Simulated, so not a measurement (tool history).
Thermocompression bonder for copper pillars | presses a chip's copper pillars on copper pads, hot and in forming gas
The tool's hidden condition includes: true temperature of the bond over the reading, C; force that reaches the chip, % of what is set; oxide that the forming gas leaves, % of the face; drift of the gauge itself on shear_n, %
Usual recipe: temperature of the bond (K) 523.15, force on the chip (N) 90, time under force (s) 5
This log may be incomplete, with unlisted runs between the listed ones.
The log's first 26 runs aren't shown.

| run | hour | temperature of the bond (K) | force on the chip (N) | time under force (s) | hours of work since the heater was calibrated | hours of work since the force cell was calibrated | hours of work since the gas filter was changed | force that shears a chip off (N) |
|---|---|---|---|---|---|---|---|---|
| 27 | 961.6 | 541.15 | 60 | 9 | 457 | 1520 | 29 | 77.8 |
| 28 | 995.7 | 541.15 | 60 | 9 | 478 | 1541 | 51 | 78.6 |
| 29 | 1041.2 | 541.15 | 60 | 9 | 506 | 1570 | 79 | 78.7 |
| 30 | 1071.7 | 541.15 | 66 | 9 | 525 | 1589 | 98 | 79.4 |
| 31 | 1097 | 504.15 | 104 | 6 | 541 | 1605 | 114 | 69.8 |
| 32 | 1135.1 | 497.15 | 123 | 14 | 565 | 1628 | 137 | 90.8 |
|  | 1149.8 | force cell calibrated |
| 33 | 1188 | 511.15 | 134 | 9 | 597 | 24 | 169 | 97.3 |
| 34 | 1230.6 | 524.15 | 56 | 5 | 623 | 50 | 196 | 54.7 |
| 35 | 1272.6 | 524.15 | 56 | 5 | 649 | 76 | 222 | 53.2 |
| 36 | 1301.8 | 524.15 | 56 | 5 | 668 | 95 | 240 | 52.2 |
| 37 | 1326.5 | 523.15 | 90 | 4 | 683 | 110 | 255 | 68.3 |
|  | 1335.6 | forming gas filter changed |
| 38 | 1372.2 | 532.15 | 66 | 4 | 711 | 138 | 23 | 61.2 |

Below are 5 alternative next runs, each starting from the tool's condition after run 38. Predict each:
| A | 1417.4 | 523.15 | 59 | 3 | 739 | 166 | 51 | ? |
| B | 1417.4 | 523.15 | 122 | 5 | 739 | 166 | 51 | ? |
| C | 1417.4 | 515.15 | 73 | 5 | 739 | 166 | 51 | ? |
| D | 1417.4 | 521.15 | 92 | 5 | 739 | 166 | 51 | ? |
| E | 1417.4 | 520.15 | 112 | 6 | 739 | 166 | 51 | ? |

| run | force that shears a chip off (N) |
|---|---|
| A | 46.8 |
| B | 89.1 |
| C | 60.5 |
| D | 74 |
| E | 87.4 |
With the hidden condition removed and each run's random variation left untouched, the same runs would have given:
| run | force that shears a chip off (N) |
|---|---|
| A | 49.1 |
| B | 92 |
| C | 63.3 |
| D | 76.9 |
| E | 90.4 |
